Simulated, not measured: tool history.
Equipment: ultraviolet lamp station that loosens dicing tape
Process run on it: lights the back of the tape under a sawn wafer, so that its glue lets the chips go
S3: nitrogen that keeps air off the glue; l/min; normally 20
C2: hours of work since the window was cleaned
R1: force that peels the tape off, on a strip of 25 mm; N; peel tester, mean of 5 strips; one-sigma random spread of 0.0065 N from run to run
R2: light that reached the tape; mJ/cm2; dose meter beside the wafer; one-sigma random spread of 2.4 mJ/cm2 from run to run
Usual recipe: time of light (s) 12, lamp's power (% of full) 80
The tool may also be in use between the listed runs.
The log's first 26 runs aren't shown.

Run 27, day 11.438: usual settings but lamp's power (% of full) 85, S3 32 l/min; hours of work of the lamp 450; C2 35. Result: R1 0.17 N, R2 266 mJ/cm2.
Run 28, day 11.979: usual settings but lamp's power (% of full) 85, S3 32 l/min; hours of work of the lamp 457; C2 42. Result: R1 0.154 N, R2 266 mJ/cm2.
Run 29, day 12.5: usual settings but time of light (s) 9; hours of work of the lamp 465; C2 50. Result: R1 0.43 N, R2 185 mJ/cm2.
Run 30, day 12.988: usual settings but time of light (s) 17, S3 37 l/min; hours of work of the lamp 472; C2 57. Result: R1 0.112 N, R2 352 mJ/cm2.
Run 31, day 13.342: usual settings but time of light (s) 17, S3 37 l/min; hours of work of the lamp 477; C2 62. Result: R1 0.118 N, R2 350 mJ/cm2.
Run 32, day 13.942: usual settings but time of light (s) 9; hours of work of the lamp 486; C2 71. Result: R1 0.442 N, R2 182 mJ/cm2.
Run 33, day 14.546: usual settings but lamp's power (% of full) 77, S3 7 l/min; hours of work of the lamp 494; C2 79. Result: R1 0.645 N, R2 229 mJ/cm2.
Run 34, day 14.883: usual settings but S3 19 l/min; hours of work of the lamp 499; C2 84. Result: R1 0.263 N, R2 239 mJ/cm2.
Run 35, day 15.204: usual settings but time of light (s) 8, lamp's power (% of full) 60, S3 16 l/min; hours of work of the lamp 504; C2 89. Result: R1 0.991 N, R2 120 mJ/cm2.
Run 36, day 15.771: usual settings but time of light (s) 13, S3 21 l/min; hours of work of the lamp 512; C2 97. Result: R1 0.217 N, R2 259 mJ/cm2.
Run 37, day 16.338: usual settings but time of light (s) 22, lamp's power (% of full) 86; hours of work of the lamp 520; C2 105. Result: R1 0.106 N, R2 472 mJ/cm2.
Run 38, day 16.8: usual settings but time of light (s) 22, lamp's power (% of full) 86, S3 7 l/min; hours of work of the lamp 527; C2 112. Result: R1 0.171 N, R2 470 mJ/cm2.
Run 39, day 17.088: usual settings but time of light (s) 14, S3 13 l/min; hours of work of the lamp 531; C2 116. Result: R1 0.281 N, R2 277 mJ/cm2.
Run 40, day 17.621: usual settings but time of light (s) 16, lamp's power (% of full) 79; hours of work of the lamp 538; C2 123. Result: R1 0.169 N, R2 311 mJ/cm2.
Run 41, day 18.179: usual settings but time of light (s) 17, lamp's power (% of full) 77, S3 27 l/min; hours of work of the lamp 546; C2 131. Result: R1 0.129 N, R2 320 mJ/cm2.
Run 42, day 18.775: usual settings but time of light (s) 16, lamp's power (% of full) 70, S3 11 l/min; hours of work of the lamp 555; C2 140. Result: R1 0.341 N, R2 271 mJ/cm2.
Run 43, day 19.079: usual settings but lamp's power (% of full) 76, S3 22 l/min; hours of work of the lamp 559; C2 144. Result: R1 0.304 N, R2 223 mJ/cm2.

Forecast each of these 3 alternatives for the next run:
Run A, day 19.638: usual settings but time of light (s) 18, lamp's power (% of full) 81, S3 24 l/min; hours of work of the lamp 567; C2 152. Result: R1 ?, R2 ?.
Run B, day 19.638: usual settings but time of light (s) 16; hours of work of the lamp 567; C2 152. Result: R1 ?, R2 ?.
Run C, day 19.638: usual settings but lamp's power (% of full) 76, S3 19 l/min; hours of work of the lamp 567; C2 152. Result: R1 ?, R2 ?.

run     R1   R2
  A   0.13  354
  B  0.163  314
  C  0.322  217
Take away the tool's hidden state, keep each run's random variation, and the runs would have read:
run     R1   R2
  A  0.114  421
  B  0.127  374
  C  0.233  258

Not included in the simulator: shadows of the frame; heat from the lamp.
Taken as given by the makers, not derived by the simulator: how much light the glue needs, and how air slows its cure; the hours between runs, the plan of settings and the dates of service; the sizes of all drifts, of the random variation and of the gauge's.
